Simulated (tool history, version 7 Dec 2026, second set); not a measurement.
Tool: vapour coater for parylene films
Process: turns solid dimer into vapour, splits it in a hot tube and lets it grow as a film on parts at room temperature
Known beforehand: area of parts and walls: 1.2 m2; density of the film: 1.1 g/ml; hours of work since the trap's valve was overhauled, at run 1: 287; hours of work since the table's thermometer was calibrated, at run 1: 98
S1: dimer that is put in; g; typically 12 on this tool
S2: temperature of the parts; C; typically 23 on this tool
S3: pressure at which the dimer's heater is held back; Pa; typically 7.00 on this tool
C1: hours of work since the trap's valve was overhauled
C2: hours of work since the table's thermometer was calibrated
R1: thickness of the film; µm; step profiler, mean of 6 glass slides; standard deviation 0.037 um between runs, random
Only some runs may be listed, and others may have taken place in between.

Run 1, hour 0.0: usual settings; C1 287; C2 98. Result: R1 3.60 µm.
Run 2, hour 36.8: usual settings; C1 306; C2 116. Result: R1 3.50 µm.
Run 3, hour 62.6: usual settings; C1 319; C2 129. Result: R1 3.56 µm.
Run 4, hour 96.8: usual settings but S2 22 C; C1 337; C2 147. Result: R1 3.70 µm.
Run 5, hour 143.3: usual settings but S2 22 C; C1 361; C2 171. Result: R1 3.65 µm.
At hour 166.0: trap's valve overhauled.
Run 6, hour 202.7: usual settings but S2 22 C; C1 19; C2 199. Result: R1 4.17 µm.
Run 7, hour 248.0: usual settings but S2 22 C; C1 42; C2 222. Result: R1 4.13 µm.
Run 8, hour 288.8: usual settings but S3 5.66 Pa; C1 63; C2 243. Result: R1 4.07 µm.
Run 9, hour 321.5: usual settings; C1 79; C2 260. Result: R1 3.92 µm.
Run 10, hour 366.6: usual settings but S2 18 C; C1 102; C2 283. Result: R1 4.81 µm.
Run 11, hour 418.8: usual settings; C1 129; C2 309. Result: R1 3.84 µm.
Run 12, hour 473.4: usual settings; C1 157; C2 337. Result: R1 3.81 µm.
Run 13, hour 525.4: usual settings; C1 184; C2 364. Result: R1 3.77 µm.
Run 14, hour 566.7: usual settings; C1 205; C2 385. Result: R1 3.78 µm.
Run 15, hour 604.9: usual settings; C1 224; C2 404. Result: R1 3.73 µm.
Run 16, hour 629.2: usual settings; C1 237; C2 417. Result: R1 3.73 µm.
Run 17, hour 668.5: usual settings; C1 257; C2 437. Result: R1 3.67 µm.
Run 18, hour 694.7: usual settings but S1 13 g; C1 270; C2 450. Result: R1 3.98 µm.

The next listed run, before its measurement:
Run 19, hour 731.5: usual settings but S1 13 g; C1 289; C2 469. Result: R1 ?.

{"run 19": {"R1": 4.01}}
With no hidden state in the tool, this same run would have given R1 4.35 µm.
